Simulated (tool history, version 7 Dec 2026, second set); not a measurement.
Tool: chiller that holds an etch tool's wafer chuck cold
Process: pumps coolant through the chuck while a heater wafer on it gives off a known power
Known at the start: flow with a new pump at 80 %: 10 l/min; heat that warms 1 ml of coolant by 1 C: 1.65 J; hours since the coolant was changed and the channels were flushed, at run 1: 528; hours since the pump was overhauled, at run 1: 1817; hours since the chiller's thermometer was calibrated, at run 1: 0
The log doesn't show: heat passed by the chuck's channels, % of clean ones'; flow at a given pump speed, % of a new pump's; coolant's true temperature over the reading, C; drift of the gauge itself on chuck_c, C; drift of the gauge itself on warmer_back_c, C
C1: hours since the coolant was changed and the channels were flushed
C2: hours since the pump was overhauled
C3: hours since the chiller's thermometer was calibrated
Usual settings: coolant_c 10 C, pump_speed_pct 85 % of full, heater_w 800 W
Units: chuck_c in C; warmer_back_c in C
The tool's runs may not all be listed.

{"run": 1, "hour": 0.0, "coolant_c": 10, "pump_speed_pct": 85, "heater_w": 800, "C1": 528, "C2": 1817, "C3": 0, "chuck_c": 16.5, "warmer_back_c": 2.71}
{"run": 2, "hour": 80.2, "coolant_c": 10, "pump_speed_pct": 85, "heater_w": 800, "C1": 608, "C2": 1897, "C3": 80, "chuck_c": 16.6, "warmer_back_c": 2.71}
{"run": 3, "hour": 162.1, "coolant_c": 10, "pump_speed_pct": 85, "heater_w": 800, "C1": 690, "C2": 1979, "C3": 162, "chuck_c": 16.5, "warmer_back_c": 2.67}
{"run": 4, "hour": 208.0, "coolant_c": 10, "pump_speed_pct": 85, "heater_w": 800, "C1": 736, "C2": 2025, "C3": 208, "chuck_c": 16.5, "warmer_back_c": 2.69}
{"run": 5, "hour": 274.2, "coolant_c": 10, "pump_speed_pct": 85, "heater_w": 800, "C1": 802, "C2": 2091, "C3": 274, "chuck_c": 16.5, "warmer_back_c": 2.62}
{"run": 6, "hour": 340.0, "coolant_c": 10, "pump_speed_pct": 85, "heater_w": 800, "C1": 868, "C2": 2157, "C3": 340, "chuck_c": 16.5, "warmer_back_c": 2.66}
{"run": 7, "hour": 402.9, "coolant_c": 10, "pump_speed_pct": 85, "heater_w": 800, "C1": 931, "C2": 2220, "C3": 403, "chuck_c": 16.5, "warmer_back_c": 2.61}
{"run": 8, "hour": 464.4, "coolant_c": 10, "pump_speed_pct": 85, "heater_w": 800, "C1": 992, "C2": 2281, "C3": 464, "chuck_c": 16.5, "warmer_back_c": 2.65}
{"run": 9, "hour": 537.3, "coolant_c": 10, "pump_speed_pct": 85, "heater_w": 800, "C1": 1065, "C2": 2354, "C3": 537, "chuck_c": 16.6, "warmer_back_c": 2.58}
{"run": 10, "hour": 584.0, "coolant_c": 10, "pump_speed_pct": 85, "heater_w": 1134, "C1": 1112, "C2": 2401, "C3": 584, "chuck_c": 19.3, "warmer_back_c": 3.79}
{"run": 11, "hour": 668.9, "coolant_c": 10, "pump_speed_pct": 85, "heater_w": 946, "C1": 1197, "C2": 2485, "C3": 669, "chuck_c": 17.7, "warmer_back_c": 3.06}
{"run": 12, "hour": 717.6, "coolant_c": 10, "pump_speed_pct": 71, "heater_w": 800, "C1": 1246, "C2": 2534, "C3": 718, "chuck_c": 17.2, "warmer_back_c": 3.12}
{"run": 13, "hour": 788.4, "coolant_c": 10, "pump_speed_pct": 85, "heater_w": 484, "C1": 1316, "C2": 2605, "C3": 788, "chuck_c": 13.9, "warmer_back_c": 1.5}
{"hour": 815.3, "done": "gauge calibrated"}
{"run": 14, "hour": 861.5, "coolant_c": 7, "pump_speed_pct": 85, "heater_w": 800, "C1": 1390, "C2": 2678, "C3": 861, "chuck_c": 13.6, "warmer_back_c": 2.72}
{"run": 15, "hour": 919.1, "coolant_c": 10, "pump_speed_pct": 85, "heater_w": 638, "C1": 1447, "C2": 2736, "C3": 919, "chuck_c": 15.1, "warmer_back_c": 2.18}
{"run": 16, "hour": 997.8, "coolant_c": 10, "pump_speed_pct": 85, "heater_w": 800, "C1": 1526, "C2": 2814, "C3": 998, "chuck_c": 16.5, "warmer_back_c": 2.67}
{"run": 17, "hour": 1037.4, "coolant_c": 10, "pump_speed_pct": 81, "heater_w": 581, "C1": 1565, "C2": 2854, "C3": 1037, "chuck_c": 14.6, "warmer_back_c": 2.1}
{"run": 18, "hour": 1087.4, "coolant_c": 10, "pump_speed_pct": 95, "heater_w": 789, "C1": 1615, "C2": 2904, "C3": 1087, "chuck_c": 16.1, "warmer_back_c": 2.36}
{"run": 19, "hour": 1138.9, "coolant_c": 7, "pump_speed_pct": 85, "heater_w": 800, "C1": 1667, "C2": 2955, "C3": 1139, "chuck_c": 13.6, "warmer_back_c": 2.66}
{"run": 20, "hour": 1177.8, "coolant_c": 7, "pump_speed_pct": 85, "heater_w": 800, "C1": 1706, "C2": 2994, "C3": 1178, "chuck_c": 13.5, "warmer_back_c": 2.69}
{"run": 21, "hour": 1216.5, "coolant_c": 3, "pump_speed_pct": 96, "heater_w": 889, "C1": 1745, "C2": 3033, "C3": 1216, "chuck_c": 9.6, "warmer_back_c": 2.57}
{"run": 22, "hour": 1271.9, "coolant_c": 15, "pump_speed_pct": 87, "heater_w": 479, "C1": 1800, "C2": 3088, "C3": 1272, "chuck_c": 18.9, "warmer_back_c": 1.5}
{"run": 23, "hour": 1352.8, "coolant_c": 10, "pump_speed_pct": 85, "heater_w": 652, "C1": 1881, "C2": 3169, "C3": 1353, "chuck_c": 15.4, "warmer_back_c": 2.12}
{"run": 24, "hour": 1419.2, "coolant_c": 10, "pump_speed_pct": 88, "heater_w": 456, "C1": 1947, "C2": 3236, "C3": 1419, "chuck_c": 13.5, "warmer_back_c": 1.36}
{"run": 25, "hour": 1498.9, "coolant_c": 10, "pump_speed_pct": 95, "heater_w": 800, "C1": 2027, "C2": 3316, "C3": 1499, "chuck_c": 15.9, "warmer_back_c": 2.24}

The next listed run, before its measurement:
{"run": 26, "hour": 1563.1, "coolant_c": 10, "pump_speed_pct": 95, "heater_w": 800, "C1": 2091, "C2": 3380, "C3": 1563, "chuck_c": "?", "warmer_back_c": "?"}

{"run 26": {"chuck_c": 16.0, "warmer_back_c": 2.28}}
Without the tool's hidden state the same run would have given chuck_c 16.0 C, warmer_back_c 2.43 C.

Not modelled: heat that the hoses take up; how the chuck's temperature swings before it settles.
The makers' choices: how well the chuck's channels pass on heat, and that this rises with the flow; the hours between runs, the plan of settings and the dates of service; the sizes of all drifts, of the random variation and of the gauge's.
